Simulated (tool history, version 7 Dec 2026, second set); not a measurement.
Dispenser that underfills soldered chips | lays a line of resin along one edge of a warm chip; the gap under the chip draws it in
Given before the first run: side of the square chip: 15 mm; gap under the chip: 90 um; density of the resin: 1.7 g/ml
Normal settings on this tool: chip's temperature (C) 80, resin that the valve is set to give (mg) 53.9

run   hour  chip's temperature (C)  resin that the valve is set to give (mg)  time until the resin shows at the far edge (s)  resin that the valve gave (mg)
  1      0                      80                                      53.9                                           143.2                            53.8
  2   10.8                      73                                      53.9                                           187.7                           53.58
  3   24.5                      80                                      60.3                                           121.9                           59.52
  4   34.1                      80                                      60.3                                           148.9                           59.39
  5   46.8                      80                                        58                                           138.7                            57.2
  6   61.9                      80                                        58                                           136.5                           57.01
  7   70.7                      80                                      53.9                                           118.2                           52.76
  8     87                      80                                        50                                           119.6                            48.8
  9     99                      91                                      53.9                                            93.6                           52.38
 10  114.4                      91                                      53.9                                              92                           52.53
 11  121.8                      91                                      53.9                                              78                           52.25
 12  131.9                      80                                      53.9                                           162.2                           52.18
 13  139.2                      80                                      53.9                                           130.7                           52.24
 14  152.9                      80                                      53.9                                           120.8                           54.04
 15  160.1                      80                                      53.9                                           141.9                           53.93
 16  174.2                      80                                      53.9                                             134                           53.73
 17  190.4                      76                                      53.9                                           164.6                           53.45
 18  208.4                      82                                      48.4                                           151.1                           47.83
 19  218.3                      67                                      68.8                                           268.7                           67.65
 20  233.6                      73                                      63.3                                           187.5                           62.31
 21  247.3                      80                                      57.3                                           132.7                           56.27
 22  260.4                      79                                      51.8                                           186.5                           50.94
 23  272.8                      79                                      51.8                                           168.2                           50.65
 24  281.4                      79                                      51.8                                           148.4                           50.62
 25  292.2                      79                                      51.8                                           186.4                           50.58
 26  300.7                      79                                      51.8                                           160.4                           50.38
 27    313                      69                                      68.1                                             235                           66.22
 28  321.9                      76                                      52.9                                           209.6                            51.2
 29  333.8                      68                                      52.9                                             287                           50.94
 30  344.4                      83                                        68                                           117.4                           65.55
 31  352.4                      83                                      57.4                                           143.8                           55.32
 32    370                      83                                      57.4                                           146.6                           57.27
 33  386.5                      88                                      49.8                                           117.6                           49.66

Missing from the log above: 27 entries noted between runs. For each, name the pair of listed runs it sits between and say how the tool's hidden condition differs from the listed run just before to the listed run just after:
Logged between run 1 and run 2: new syringe of resin (hour 6.1)
  resin's viscosity, % of fresh resin's: 121.6 -> 111; dose that the valve gives, % of what is set: 99.36 -> 99.15; true chip temperature over the reading, C: 2.53 -> 2.57
  the result without the hidden state subtracted from the measured one, time until the resin shows at the far edge (s): +10.1 -> -4.5; resin that the valve gave (mg): -0.35 -> -0.46
Logged between run 2 and run 3: new syringe of resin (hour 22)
  resin's viscosity, % of fresh resin's: 111 -> 104.5; dose that the valve gives, % of what is set: 99.15 -> 98.9; true chip temperature over the reading, C: 2.57 -> 2.62
  the result without the hidden state subtracted from the measured one, time until the resin shows at the far edge (s): -4.5 -> -10.5; resin that the valve gave (mg): -0.46 -> -0.66
Logged between run 4 and run 5: new syringe of resin (hour 37.9)
  resin's viscosity, % of fresh resin's: 128.2 -> 119.8; dose that the valve gives, % of what is set: 98.72 -> 98.47; true chip temperature over the reading, C: 2.65 -> 2.7
  the result without the hidden state subtracted from the measured one, time until the resin shows at the far edge (s): +16.9 -> +6.9; resin that the valve gave (mg): -0.77 -> -0.89
Logged between run 5 and run 6: new syringe of resin (hour 53.8)
  resin's viscosity, % of fresh resin's: 119.8 -> 119.6; dose that the valve gives, % of what is set: 98.47 -> 98.18; true chip temperature over the reading, C: 2.7 -> 2.76
  the result without the hidden state subtracted from the measured one, time until the resin shows at the far edge (s): +6.9 -> +6.3; resin that the valve gave (mg): -0.89 -> -1.06
Logged between run 6 and run 7: new syringe of resin (hour 69.6)
  resin's viscosity, % of fresh resin's: 119.6 -> 101.2; dose that the valve gives, % of what is set: 98.18 -> 98.02; true chip temperature over the reading, C: 2.76 -> 2.79
  the result without the hidden state subtracted from the measured one, time until the resin shows at the far edge (s): +6.3 -> -15.2; resin that the valve gave (mg): -1.06 -> -1.06
Logged between run 7 and run 8: new syringe of resin (hour 86)
  resin's viscosity, % of fresh resin's: 101.2 -> 102.8; dose that the valve gives, % of what is set: 98.02 -> 97.71; true chip temperature over the reading, C: 2.79 -> 2.85
  the result without the hidden state subtracted from the measured one, time until the resin shows at the far edge (s): -15.2 -> -13.3; resin that the valve gave (mg): -1.06 -> -1.14
Logged between run 9 and run 10: new syringe of resin (hour 101.8)
  resin's viscosity, % of fresh resin's: 133.1 -> 132.5; dose that the valve gives, % of what is set: 97.49 -> 97.2; true chip temperature over the reading, C: 2.89 -> 2.95
  the result without the hidden state subtracted from the measured one, time until the resin shows at the far edge (s): +13.5 -> +12.8; resin that the valve gave (mg): -1.35 -> -1.52
Logged between run 10 and run 11: new syringe of resin (hour 117.2)
  resin's viscosity, % of fresh resin's: 132.5 -> 111.6; dose that the valve gives, % of what is set: 97.2 -> 97.06; true chip temperature over the reading, C: 2.95 -> 2.97
  the result without the hidden state subtracted from the measured one, time until the resin shows at the far edge (s): +12.8 -> -1.7; resin that the valve gave (mg): -1.52 -> -1.59
Logged between run 12 and run 13: new syringe of resin (hour 133.6)
  resin's viscosity, % of fresh resin's: 138.6 -> 113.8; dose that the valve gives, % of what is set: 96.85 -> 96.72; true chip temperature over the reading, C: 3.01 -> 3.04
  the result without the hidden state subtracted from the measured one, time until the resin shows at the far edge (s): +27.4 -> -1.8; resin that the valve gave (mg): -1.69 -> -1.77
Logged between run 13 and run 14: new syringe of resin (hour 149.9); dispensing valve cleaned and set on the balance (hour 150.9)
  resin's viscosity, % of fresh resin's: 113.8 -> 105.6; dose that the valve gives, % of what is set: 96.72 -> 100; true chip temperature over the reading, C: 3.04 -> 3.08
  the result without the hidden state subtracted from the measured one, time until the resin shows at the far edge (s): -1.8 -> -12.1; resin that the valve gave (mg): -1.77 -> +0
Logged between run 15 and run 16: new syringe of resin (hour 166.9)
  resin's viscosity, % of fresh resin's: 123.1 -> 118.9; dose that the valve gives, % of what is set: 99.85 -> 99.6; true chip temperature over the reading, C: 3.11 -> 3.16
  the result without the hidden state subtracted from the measured one, time until the resin shows at the far edge (s): +7.9 -> +2.8; resin that the valve gave (mg): -0.08 -> -0.22
Logged between run 16 and run 17: new syringe of resin (hour 182.6)
  resin's viscosity, % of fresh resin's: 118.9 -> 115.7; dose that the valve gives, % of what is set: 99.6 -> 99.29; true chip temperature over the reading, C: 3.16 -> 3.22
  the result without the hidden state subtracted from the measured one, time until the resin shows at the far edge (s): +2.8 -> -2.1; resin that the valve gave (mg): -0.22 -> -0.38
Logged between run 17 and run 18: new syringe of resin (hour 198.6); stage's temperature calibrated (hour 207.5)
  resin's viscosity, % of fresh resin's: 115.7 -> 121.6; dose that the valve gives, % of what is set: 99.29 -> 98.96; true chip temperature over the reading, C: 3.22 -> 0.21
  the result without the hidden state subtracted from the measured one, time until the resin shows at the far edge (s): -2.1 -> +25.9; resin that the valve gave (mg): -0.38 -> -0.5
Logged between run 18 and run 19: new syringe of resin (hour 215.2)
  resin's viscosity, % of fresh resin's: 121.6 -> 107.5; dose that the valve gives, % of what is set: 98.96 -> 98.77; true chip temperature over the reading, C: 0.21 -> 0.25
  the result without the hidden state subtracted from the measured one, time until the resin shows at the far edge (s): +25.9 -> +15.5; resin that the valve gave (mg): -0.5 -> -0.84
Logged between run 19 and run 20: new syringe of resin (hour 231.9)
  resin's viscosity, % of fresh resin's: 107.5 -> 102.8; dose that the valve gives, % of what is set: 98.77 -> 98.48; true chip temperature over the reading, C: 0.25 -> 0.3
  the result without the hidden state subtracted from the measured one, time until the resin shows at the far edge (s): +15.5 -> +2.5; resin that the valve gave (mg): -0.84 -> -0.96
Logged between run 20 and run 21: new syringe of resin (hour 247.3)
  resin's viscosity, % of fresh resin's: 102.8 -> 100.4; dose that the valve gives, % of what is set: 98.48 -> 98.24; true chip temperature over the reading, C: 0.3 -> 0.35
  the result without the hidden state subtracted from the measured one, time until the resin shows at the far edge (s): +2.5 -> -1.5; resin that the valve gave (mg): -0.96 -> -1.01
Logged between run 22 and run 23: new syringe of resin (hour 263.3)
  resin's viscosity, % of fresh resin's: 133.1 -> 124.1; dose that the valve gives, % of what is set: 97.99 -> 97.75; true chip temperature over the reading, C: 0.4 -> 0.45
  the result without the hidden state subtracted from the measured one, time until the resin shows at the far edge (s): +44.1 -> +30.2; resin that the valve gave (mg): -1.04 -> -1.17
Logged between run 23 and run 24: new syringe of resin (hour 278.7)
  resin's viscosity, % of fresh resin's: 124.1 -> 106.8; dose that the valve gives, % of what is set: 97.75 -> 97.59; true chip temperature over the reading, C: 0.45 -> 0.48
  the result without the hidden state subtracted from the measured one, time until the resin shows at the far edge (s): +30.2 -> +6.7; resin that the valve gave (mg): -1.17 -> -1.25
Logged between run 25 and run 26: new syringe of resin (hour 294)
  resin's viscosity, % of fresh resin's: 134.7 -> 115.2; dose that the valve gives, % of what is set: 97.38 -> 97.21; true chip temperature over the reading, C: 0.51 -> 0.55
  the result without the hidden state subtracted from the measured one, time until the resin shows at the far edge (s): +45.1 -> +18; resin that the valve gave (mg): -1.36 -> -1.45
Logged between run 26 and run 27: new syringe of resin (hour 309.8)
  resin's viscosity, % of fresh resin's: 115.2 -> 107.1; dose that the valve gives, % of what is set: 97.21 -> 96.97; true chip temperature over the reading, C: 0.55 -> 0.59
  the result without the hidden state subtracted from the measured one, time until the resin shows at the far edge (s): +18 -> +8.9; resin that the valve gave (mg): -1.45 -> -2.07
Logged between run 28 and run 29: new syringe of resin (hour 325.1)
  resin's viscosity, % of fresh resin's: 129.5 -> 121.7; dose that the valve gives, % of what is set: 96.8 -> 96.57; true chip temperature over the reading, C: 0.63 -> 0.67
  the result without the hidden state subtracted from the measured one, time until the resin shows at the far edge (s): +43.4 -> +44.2; resin that the valve gave (mg): -1.7 -> -1.8
Logged between run 29 and run 30: new syringe of resin (hour 341.1)
  resin's viscosity, % of fresh resin's: 121.7 -> 107.7; dose that the valve gives, % of what is set: 96.57 -> 96.36; true chip temperature over the reading, C: 0.67 -> 0.7
  the result without the hidden state subtracted from the measured one, time until the resin shows at the far edge (s): +44.2 -> +4.8; resin that the valve gave (mg): -1.8 -> -2.47
Logged between run 31 and run 32: dispensing valve cleaned and set on the balance (hour 354.5); new syringe of resin (hour 357.6)
  resin's viscosity, % of fresh resin's: 127.9 -> 131.4; dose that the valve gives, % of what is set: 96.2 -> 99.82; true chip temperature over the reading, C: 0.73 -> 0.79
  the result without the hidden state subtracted from the measured one, time until the resin shows at the far edge (s): +27.8 -> +30.6; resin that the valve gave (mg): -2.18 -> -0.1
Logged between run 32 and run 33: new syringe of resin (hour 373.9)
  resin's viscosity, % of fresh resin's: 131.4 -> 132; dose that the valve gives, % of what is set: 99.82 -> 99.51; true chip temperature over the reading, C: 0.79 -> 0.85
  the result without the hidden state subtracted from the measured one, time until the resin shows at the far edge (s): +30.6 -> +25; resin that the valve gave (mg): -0.1 -> -0.25

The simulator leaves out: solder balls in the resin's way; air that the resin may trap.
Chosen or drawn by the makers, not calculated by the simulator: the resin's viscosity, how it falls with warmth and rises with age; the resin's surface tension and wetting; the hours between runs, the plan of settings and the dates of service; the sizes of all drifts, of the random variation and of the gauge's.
